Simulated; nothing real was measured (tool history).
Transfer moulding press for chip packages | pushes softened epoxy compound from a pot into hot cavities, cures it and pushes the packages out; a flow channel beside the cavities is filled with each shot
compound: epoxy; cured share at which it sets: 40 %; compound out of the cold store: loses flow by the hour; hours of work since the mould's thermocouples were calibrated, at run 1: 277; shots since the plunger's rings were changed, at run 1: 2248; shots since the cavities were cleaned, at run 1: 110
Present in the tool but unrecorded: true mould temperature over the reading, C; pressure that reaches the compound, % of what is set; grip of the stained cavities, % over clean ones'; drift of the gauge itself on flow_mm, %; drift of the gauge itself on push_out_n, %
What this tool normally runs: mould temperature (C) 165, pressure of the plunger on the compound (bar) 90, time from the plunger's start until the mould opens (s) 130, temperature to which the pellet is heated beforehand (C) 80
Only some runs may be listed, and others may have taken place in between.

run	hour	mould temperature (C)	pressure of the plunger on the compound (bar)	time from the plunger's start until the mould opens (s)	temperature to which the pellet is heated beforehand (C)	hours of work since the mould's thermocouples were calibrated	shots since the plunger's rings were changed	shots since the cavities were cleaned	incoming compound's hours out of the cold store	length that the compound runs in the flow channel (mm)	greatest force on the pins that push the packages out (N)
1	0	165	90	130	80	277	2248	110	18.9	688	397
2	11.9	165	90	130	80	283	2344	206	35.8	625	435
3	27.7	165	90	130	80	292	2472	334	42.2	610	478
4	36.6	165	90	130	80	297	2543	405	36.9	629	495
5	53.5	165	90	130	80	306	2680	542	34.9	639	517
6	66.2	165	90	130	79	313	2783	645	8.1	739	550
7	79.7	165	90	130	79	320	2892	754	13.2	716	563
8	90.2	165	90	130	79	326	2976	838	47.1	592	556
# hour 93.4: mould's thermocouples calibrated
9	100.2	165	90	130	80	4	3041	903	11.8	716	606
# hour 105.8: cavities cleaned with cleaning compound and waxed
10	109.8	165	90	130	80	8	3106	32	24.6	669	354
11	117.9	165	90	130	80	13	3172	98	13.1	714	388
12	127.3	165	90	130	80	18	3248	174	41.5	602	415
13	139.8	165	90	130	80	25	3349	275	41	612	435
14	155.3	165	90	130	80	33	3475	401	37.8	621	479
15	172.1	165	90	144	80	42	3611	537	33.1	628	487
16	182.2	165	90	130	77	48	3692	618	23.1	668	539
# hour 184.9: mould's thermocouples calibrated, once more
17	200.2	165	90	130	77	8	3822	748	20.5	675	553
18	208.5	161	90	130	77	13	3889	815	36.4	624	631
19	220.7	159	90	161	80	20	3987	913	40.6	619	582
# hour 224.7: cavities cleaned with cleaning compound and waxed
20	235.8	159	90	161	80	27	4097	90	31.7	650	375
21	253.5	164	84.6	130	80	37	4240	233	32.2	616	433
22	268.1	157	96.2	146	86	45	4358	351	30.9	672	558
23	282.7	157	96.2	150	72	53	4476	469	13	752	590
24	300.3	165	88.3	134	77	62	4618	611	16.6	679	498
25	312.3	165	88.3	134	77	69	4715	708	38.9	594	522
26	326.6	166	69.4	127	79	77	4831	824	47	496	548
27	334.4	167	103.5	130	80	81	4894	887	47.1	612	552
# hour 340.6: plunger's sealing rings changed
# hour 343.8: cavities cleaned with cleaning compound and waxed
28	350.6	167	103.5	130	80	88	68	55	15.9	766	351

Some steps in length that the compound runs in the flow channel (mm) between neighbouring runs. How much of each would the tool show without its hidden state too (settings, what came in, random variation), and how much is left for the hidden state, with any gauge scatter that isn't in both results?
Run 7 -> 8: nothing adjusted, nothing logged. length that the compound runs in the flow channel (mm) -124: hidden state +3, all else -127.
Run 26 -> 27: mould temperature (C) 166 -> 167, pressure of the plunger on the compound (bar) 69.4 -> 103.5, time from the plunger's start until the mould opens (s) 127 -> 130, temperature to which the pellet is heated beforehand (C) 79 -> 80. length that the compound runs in the flow channel (mm) +116: hidden state -8, all else +124.
Run 27 -> 28: plunger's sealing rings changed, cavities cleaned with cleaning compound and waxed. length that the compound runs in the flow channel (mm) +154: hidden state +36, all else +118.
